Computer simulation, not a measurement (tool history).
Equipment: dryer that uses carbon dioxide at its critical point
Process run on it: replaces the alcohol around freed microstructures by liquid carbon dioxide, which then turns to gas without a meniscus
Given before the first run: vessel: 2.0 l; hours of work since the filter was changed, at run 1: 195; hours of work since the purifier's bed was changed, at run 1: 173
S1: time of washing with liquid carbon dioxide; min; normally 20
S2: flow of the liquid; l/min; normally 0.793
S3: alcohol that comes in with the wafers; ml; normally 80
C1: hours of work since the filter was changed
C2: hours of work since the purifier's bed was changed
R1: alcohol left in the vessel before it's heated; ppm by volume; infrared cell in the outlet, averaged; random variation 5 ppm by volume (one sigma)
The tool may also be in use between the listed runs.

Run 1, hour 0.0: usual settings; C1 195; C2 173. Result: R1 121 ppm by volume.
Run 2, hour 6.5: usual settings; C1 199; C2 178. Result: R1 116 ppm by volume.
Run 3, hour 14.3: usual settings; C1 205; C2 184. Result: R1 128 ppm by volume.
Run 4, hour 21.2: usual settings but S3 38 ml; C1 211; C2 189. Result: R1 86 ppm by volume.
Run 5, hour 28.0: usual settings but S3 38 ml; C1 216; C2 194. Result: R1 90 ppm by volume.
Run 6, hour 33.5: usual settings but S3 38 ml; C1 220; C2 198. Result: R1 92 ppm by volume.
Run 7, hour 43.7: usual settings but S3 38 ml; C1 228; C2 206. Result: R1 94 ppm by volume.
Run 8, hour 48.8: usual settings but S3 38 ml; C1 232; C2 210. Result: R1 89 ppm by volume.
Run 9, hour 54.3: usual settings but S2 0.960 l/min; C1 236; C2 214. Result: R1 78 ppm by volume.
Run 10, hour 63.7: usual settings but S2 0.946 l/min; C1 243; C2 221. Result: R1 84 ppm by volume.
Run 11, hour 69.9: usual settings but S2 0.946 l/min; C1 248; C2 226. Result: R1 98 ppm by volume.
Run 12, hour 78.5: usual settings but S2 0.946 l/min; C1 254; C2 233. Result: R1 82 ppm by volume.
Run 13, hour 89.0: usual settings but S1 23 min, S2 0.946 l/min; C1 262; C2 241. Result: R1 71 ppm by volume.
At hour 97.8: inlet filter changed.
Run 14, hour 98.1: usual settings but S1 23 min, S2 0.946 l/min, S3 28 ml; C1 0; C2 247. Result: R1 56 ppm by volume.
Run 15, hour 107.0: usual settings; C1 7; C2 253. Result: R1 83 ppm by volume.
Run 16, hour 111.7: usual settings; C1 11; C2 257. Result: R1 94 ppm by volume.
Run 17, hour 118.8: usual settings; C1 16; C2 262. Result: R1 94 ppm by volume.
Run 18, hour 123.2: usual settings; C1 19; C2 266. Result: R1 93 ppm by volume.
Run 19, hour 132.8: usual settings but S1 19 min; C1 27; C2 273. Result: R1 112 ppm by volume.
Run 20, hour 143.1: usual settings but S1 16 min; C1 34; C2 281. Result: R1 203 ppm by volume.
Run 21, hour 152.0: usual settings but S1 16 min; C1 41; C2 288. Result: R1 196 ppm by volume.
Run 22, hour 159.2: usual settings but S3 83 ml; C1 47; C2 293. Result: R1 105 ppm by volume.
Run 23, hour 164.5: usual settings but S3 69 ml; C1 51; C2 297. Result: R1 96 ppm by volume.
Run 24, hour 174.0: usual settings but S1 24 min, S2 0.587 l/min, S3 22 ml; C1 58; C2 304. Result: R1 98 ppm by volume.
Run 25, hour 180.5: usual settings but S1 19 min, S3 21 ml; C1 63; C2 309. Result: R1 88 ppm by volume.
Run 26, hour 188.9: usual settings but S1 31 min, S2 0.683 l/min, S3 66 ml; C1 69; C2 316. Result: R1 75 ppm by volume.
Run 27, hour 195.9: usual settings but S1 24 min, S2 1.041 l/min, S3 43 ml; C1 75; C2 321. Result: R1 88 ppm by volume.
Run 28, hour 201.1: usual settings but S1 17 min, S2 0.921 l/min, S3 29 ml; C1 78; C2 325. Result: R1 97 ppm by volume.
Run 29, hour 206.2: usual settings but S1 17 min, S2 1.336 l/min, S3 37 ml; C1 82; C2 329. Result: R1 77 ppm by volume.
Run 30, hour 211.0: usual settings but S1 17 min, S2 1.336 l/min, S3 37 ml; C1 86; C2 332. Result: R1 77 ppm by volume.
Run 31, hour 220.7: usual settings but S1 12 min, S2 1.184 l/min, S3 47 ml; C1 93; C2 340. Result: R1 136 ppm by volume.
Run 32, hour 226.4: usual settings but S3 53 ml; C1 98; C2 344. Result: R1 110 ppm by volume.
Run 33, hour 232.8: usual settings but S3 53 ml; C1 103; C2 349. Result: R1 116 ppm by volume.
Run 34, hour 239.0: usual settings but S1 18 min, S2 1.024 l/min, S3 81 ml; C1 107; C2 354. Result: R1 99 ppm by volume.
Run 35, hour 243.8: usual settings but S1 18 min, S2 1.024 l/min, S3 81 ml; C1 111; C2 357. Result: R1 97 ppm by volume.
Run 36, hour 253.5: usual settings but S1 26 min, S2 0.805 l/min, S3 41 ml; C1 118; C2 365. Result: R1 94 ppm by volume.
Run 37, hour 262.5: usual settings but S1 18 min, S2 0.703 l/min, S3 20 ml; C1 125; C2 372. Result: R1 143 ppm by volume.
Run 38, hour 270.4: usual settings but S1 18 min, S2 0.703 l/min, S3 20 ml; C1 131; C2 378. Result: R1 137 ppm by volume.
Run 39, hour 278.5: usual settings but S1 22 min, S2 0.929 l/min, S3 37 ml; C1 137; C2 384. Result: R1 89 ppm by volume.
Run 40, hour 288.3: usual settings but S1 22 min, S2 0.929 l/min, S3 37 ml; C1 145; C2 391. Result: R1 93 ppm by volume.
Run 41, hour 295.1: usual settings but S2 0.960 l/min, S3 31 ml; C1 150; C2 396. Result: R1 102 ppm by volume.
Run 42, hour 303.7: usual settings but S2 0.960 l/min, S3 31 ml; C1 156; C2 403. Result: R1 95 ppm by volume.
Run 43, hour 313.8: usual settings but S3 60 ml; C1 164; C2 411. Result: R1 141 ppm by volume.
Run 44, hour 321.0: usual settings but S1 18 min, S2 0.853 l/min, S3 113 ml; C1 170; C2 416. Result: R1 200 ppm by volume.
Run 45, hour 327.9: usual settings but S1 13 min, S2 0.952 l/min, S3 39 ml; C1 175; C2 421. Result: R1 220 ppm by volume.
Run 46, hour 338.1: usual settings but S1 13 min, S2 0.888 l/min, S3 47 ml; C1 183; C2 429. Result: R1 333 ppm by volume.

The logged runs with the hidden state left out (each run's random variation unchanged):
Hidden state at play: flow that reaches the vessel past the clogged filter, %; alcohol in the recycled carbon dioxide, ppm; drift of the gauge itself on alcohol_ppm, %.
run   R1
  1   34
  2   26
  3   34
  4   18
  5   18
  6   18
  7   21
  8   11
  9    8
 10   13
 11   23
 12    4
 13    7
 14    0
 15   24
 16   34
 17   32
 18   32
 19   45
 20  120
 21  110
 22   29
 23   23
 24   26
 25   15
 26    2
 27   13
 28   19
 29    4
 30    2
 31   40
 32   23
 33   24
 34   14
 35   11
 36   13
 37   42
 38   33
 39    3
 40    5
 41   12
 42    3
 43   26
 44   46
 45   65
 46  122
